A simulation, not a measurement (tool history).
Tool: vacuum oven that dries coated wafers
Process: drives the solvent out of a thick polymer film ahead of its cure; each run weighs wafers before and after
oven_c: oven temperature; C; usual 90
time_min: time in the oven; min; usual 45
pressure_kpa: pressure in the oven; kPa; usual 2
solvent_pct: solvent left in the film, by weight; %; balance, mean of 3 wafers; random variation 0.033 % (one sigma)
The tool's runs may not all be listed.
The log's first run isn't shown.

Run 2, hour 9.3: usual settings but pressure_kpa 1.37 kPa. Result: solvent_pct 1.98 %.
Run 3, hour 14.9: usual settings but pressure_kpa 1.37 kPa. Result: solvent_pct 2.03 %.
Run 4, hour 20.9: usual settings but pressure_kpa 1.37 kPa. Result: solvent_pct 2 %.
Run 5, hour 31.1: usual settings but pressure_kpa 1.37 kPa. Result: solvent_pct 2.05 %.
Run 6, hour 43.8: usual settings but pressure_kpa 1.37 kPa. Result: solvent_pct 2 %.
Run 7, hour 51.1: usual settings but pressure_kpa 1.37 kPa. Result: solvent_pct 2.02 %.
Run 8, hour 59.2: usual settings but pressure_kpa 1.37 kPa. Result: solvent_pct 2.04 %.
Run 9, hour 65: usual settings but pressure_kpa 1.37 kPa. Result: solvent_pct 2.06 %.
Run 10, hour 77.3: usual settings but pressure_kpa 1.37 kPa. Result: solvent_pct 2 %.
Run 11, hour 89.8: usual settings but pressure_kpa 1.37 kPa. Result: solvent_pct 2.1 %.
Run 12, hour 96.9: usual settings but pressure_kpa 1.37 kPa. Result: solvent_pct 2 %.
Run 13, hour 109.5: usual settings but pressure_kpa 1.37 kPa. Result: solvent_pct 2 %.
Run 14, hour 122.1: usual settings but pressure_kpa 1.37 kPa. Result: solvent_pct 2.11 %.
Run 15, hour 128.7: usual settings but pressure_kpa 1.37 kPa. Result: solvent_pct 2.05 %.
Run 16, hour 138.9: usual settings but pressure_kpa 1.37 kPa. Result: solvent_pct 2.08 %.
Run 17, hour 145.2: usual settings but time_min 57 min, pressure_kpa 1.37 kPa. Result: solvent_pct 1.49 %.
At hour 147.5: vacuum gauge cleaned of residue and calibrated.
Run 18, hour 153.2: usual settings but oven_c 86 C, time_min 37 min, pressure_kpa 2.71 kPa. Result: solvent_pct 4.09 %.
Run 19, hour 159.5: usual settings but oven_c 86 C, time_min 37 min, pressure_kpa 2.71 kPa. Result: solvent_pct 4.08 %.
Run 20, hour 165.5: usual settings but oven_c 86 C, time_min 37 min, pressure_kpa 2.71 kPa. Result: solvent_pct 4.1 %.

Run 21 comes next. What will it give?
At hour 174.9: vacuum gauge cleaned of residue and calibrated, once more.
Run 21, hour 178.8: usual settings but oven_c 99 C, time_min 37 min, pressure_kpa 6.69 kPa. Result: solvent_pct ?.

Run 21 gave solvent_pct 2.44 %.
Without the tool's hidden state the same run would have given solvent_pct 2.37 %.
